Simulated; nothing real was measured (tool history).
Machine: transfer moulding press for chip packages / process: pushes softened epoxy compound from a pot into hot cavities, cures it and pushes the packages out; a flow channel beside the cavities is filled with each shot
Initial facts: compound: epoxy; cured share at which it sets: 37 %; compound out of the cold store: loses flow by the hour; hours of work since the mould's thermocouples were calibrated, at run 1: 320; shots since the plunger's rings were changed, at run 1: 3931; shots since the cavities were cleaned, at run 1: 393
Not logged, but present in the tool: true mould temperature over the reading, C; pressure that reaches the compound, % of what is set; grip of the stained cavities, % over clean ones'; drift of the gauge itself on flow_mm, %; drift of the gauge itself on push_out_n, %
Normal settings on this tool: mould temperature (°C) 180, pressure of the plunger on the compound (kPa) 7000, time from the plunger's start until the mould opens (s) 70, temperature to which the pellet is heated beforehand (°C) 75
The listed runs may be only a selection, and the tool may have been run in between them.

run,hour,mould temperature (°C),pressure of the plunger on the compound (kPa),time from the plunger's start until the mould opens (s),temperature to which the pellet is heated beforehand (°C),hours of work since the mould's thermocouples were calibrated,shots since the plunger's rings were changed,shots since the cavities were cleaned,incoming compound's hours out of the cold store,length that the compound runs in the flow channel (mm),greatest force on the pins that push the packages out (N)
1,0,180,7000,70,75,320,3931,393,47.6,821,615
2,16.7,180,7000,72,75,329,4166,628,46.8,826,646
# hour 21.7: cavities cleaned with cleaning compound and waxed
3,31.7,180,7000,72,68,336,4356,140,10.5,922,769
4,60.3,180,7000,72,68,352,4760,544,16.1,906,809
# hour 72.9: cavities cleaned with cleaning compound and waxed
5,82.7,180,7000,72,82,363,5055,137,21,887,505
6,102.1,180,7000,72,82,373,5329,411,44.1,820,591
# hour 124.5: cavities cleaned with cleaning compound and waxed
7,130.8,180,7000,72,82,388,5713,89,26.4,873,479
8,145.2,180,7000,70,75,396,5916,292,18.7,886,599
# hour 152: cavities cleaned with cleaning compound and waxed, once more
9,160.3,180,7000,70,81,403,6108,117,14.3,903,528
# hour 180.7: plunger's sealing rings changed
10,182,180,7000,70,81,413,18,388,44.8,854,583
# hour 204.6: cavities cleaned with cleaning compound and waxed
11,207.8,180,8430,70,81,426,360,45,33.8,969,470
12,237.6,180,7000,74,75,442,780,465,17.9,924,591
# hour 255.2: cavities cleaned with cleaning compound and waxed
13,257.2,180,7000,74,75,452,1036,27,16.3,926,426
14,284.9,180,6270,70,75,467,1428,419,19.6,866,642
# hour 306.6: cavities cleaned with cleaning compound and waxed
15,317,178,5470,56,74,483,1859,147,30.4,779,983
16,340.8,178,5470,56,74,496,2195,483,30.3,779,1227
# hour 355.9: cavities cleaned with cleaning compound and waxed
17,361.8,174,7460,70,75,506,2470,83,16.6,957,768
18,379.1,174,7460,70,75,515,2715,328,27.4,924,909
19,401.9,178,6610,107,85,528,3036,649,36.2,834,490
# hour 406.8: cavities cleaned with cleaning compound and waxed
20,427.2,178,6610,107,83,540,3371,287,11.9,904,417

What does the tool deliver on the next run?
21,453.6,173,7000,70,84,554,3744,660,30.6,?,?

length that the compound runs in the flow channel (mm): 878
greatest force on the pins that push the packages out (N): 1044
Were there no unlogged condition in the tool, this run, its random variation unchanged, would have produced length that the compound runs in the flow channel (mm) 908, greatest force on the pins that push the packages out (N) 726.
